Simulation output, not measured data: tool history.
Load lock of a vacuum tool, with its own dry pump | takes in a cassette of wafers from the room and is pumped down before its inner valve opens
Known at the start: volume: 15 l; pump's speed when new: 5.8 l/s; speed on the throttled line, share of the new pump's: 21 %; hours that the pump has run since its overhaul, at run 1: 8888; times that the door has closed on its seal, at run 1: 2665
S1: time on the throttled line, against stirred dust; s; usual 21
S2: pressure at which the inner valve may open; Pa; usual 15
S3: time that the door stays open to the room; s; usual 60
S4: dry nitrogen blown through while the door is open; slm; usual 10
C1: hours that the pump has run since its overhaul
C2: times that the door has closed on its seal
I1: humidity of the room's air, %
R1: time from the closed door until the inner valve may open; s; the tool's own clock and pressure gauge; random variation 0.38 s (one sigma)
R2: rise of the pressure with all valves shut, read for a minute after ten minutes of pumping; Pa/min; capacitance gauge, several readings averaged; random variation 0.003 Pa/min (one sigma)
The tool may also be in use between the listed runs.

{"run": 1, "hour": 0.0, "S1": 21, "S2": 15, "S3": 60, "S4": 10, "C1": 8888, "C2": 2665, "I1": 46.3, "R1": 41.8, "R2": 0.043}
{"run": 2, "hour": 220.5, "S1": 21, "S2": 15, "S3": 60, "S4": 10, "C1": 9108, "C2": 3287, "I1": 45.4, "R1": 42, "R2": 0.049}
{"run": 3, "hour": 518.9, "S1": 21, "S2": 15, "S3": 60, "S4": 10, "C1": 9407, "C2": 4129, "I1": 48.6, "R1": 41.8, "R2": 0.05}
{"run": 4, "hour": 758.1, "S1": 21, "S2": 15, "S3": 60, "S4": 10, "C1": 9646, "C2": 4804, "I1": 42.9, "R1": 42.1, "R2": 0.045}
{"run": 5, "hour": 980.8, "S1": 21, "S2": 15, "S3": 60, "S4": 10, "C1": 9869, "C2": 5433, "I1": 43.2, "R1": 42.4, "R2": 0.048}
{"run": 6, "hour": 1206.2, "S1": 21, "S2": 15, "S3": 60, "S4": 10, "C1": 10094, "C2": 6069, "I1": 46.4, "R1": 41.8, "R2": 0.053}
{"run": 7, "hour": 1373.1, "S1": 10, "S2": 15, "S3": 60, "S4": 10, "C1": 10261, "C2": 6540, "I1": 46, "R1": 33.9, "R2": 0.057}
{"run": 8, "hour": 1661.5, "S1": 10, "S2": 15, "S3": 60, "S4": 10, "C1": 10549, "C2": 7354, "I1": 43, "R1": 33.8, "R2": 0.05}
{"run": 9, "hour": 1926.0, "S1": 18, "S2": 22, "S3": 60, "S4": 10, "C1": 10814, "C2": 8101, "I1": 45, "R1": 39.9, "R2": 0.057}
{"run": 10, "hour": 2175.3, "S1": 18, "S2": 15, "S3": 46, "S4": 10, "C1": 11063, "C2": 8804, "I1": 42.9, "R1": 39.6, "R2": 0.047}
{"run": 11, "hour": 2323.5, "S1": 24, "S2": 11, "S3": 46, "S4": 10, "C1": 11211, "C2": 9223, "I1": 46, "R1": 46.1, "R2": 0.048}
{"run": 12, "hour": 2454.8, "S1": 21, "S2": 16, "S3": 60, "S4": 10, "C1": 11343, "C2": 9593, "I1": 46.2, "R1": 42.6, "R2": 0.063}
{"run": 13, "hour": 2631.5, "S1": 21, "S2": 15, "S3": 70, "S4": 7, "C1": 11519, "C2": 10092, "I1": 46, "R1": 43.7, "R2": 0.068}
{"run": 14, "hour": 2779.0, "S1": 26, "S2": 15, "S3": 60, "S4": 10, "C1": 11667, "C2": 10508, "I1": 43.2, "R1": 47.2, "R2": 0.055}
{"run": 15, "hour": 2921.2, "S1": 26, "S2": 13, "S3": 60, "S4": 4, "C1": 11809, "C2": 10910, "I1": 46.4, "R1": 46.5, "R2": 0.072}
{"run": 16, "hour": 3177.9, "S1": 26, "S2": 13, "S3": 60, "S4": 4, "C1": 12066, "C2": 11634, "I1": 42.1, "R1": 46.7, "R2": 0.069}

Forecast each of these 5 alternatives for the next run:
{"run": "A", "hour": 3340.5, "S1": 14, "S2": 13, "S3": 60, "S4": 4, "C1": 12228, "C2": 12093, "I1": 42.9, "R1": "?", "R2": "?"}
{"run": "B", "hour": 3340.5, "S1": 13, "S2": 15, "S3": 46, "S4": 10, "C1": 12228, "C2": 12093, "I1": 44, "R1": "?", "R2": "?"}
{"run": "C", "hour": 3340.5, "S1": 21, "S2": 10, "S3": 56, "S4": 17, "C1": 12228, "C2": 12093, "I1": 43.8, "R1": "?", "R2": "?"}
{"run": "D", "hour": 3340.5, "S1": 30, "S2": 13, "S3": 60, "S4": 4, "C1": 12228, "C2": 12093, "I1": 46, "R1": "?", "R2": "?"}
{"run": "E", "hour": 3340.5, "S1": 21, "S2": 15, "S3": 60, "S4": 32, "C1": 12228, "C2": 12093, "I1": 47.2, "R1": "?", "R2": "?"}

run=A R1=37.9 R2=0.067
run=B R1=37.2 R2=0.059
run=C R1=44.4 R2=0.06
run=D R1=50.2 R2=0.072
run=E R1=43.3 R2=0.052
Without the tool's hidden state the same runs would have given:
run=A R1=34.2 R2=0.043
run=B R1=33.5 R2=0.035
run=C R1=40.8 R2=0.036
run=D R1=47.1 R2=0.048
run=E R1=39.9 R2=0.028
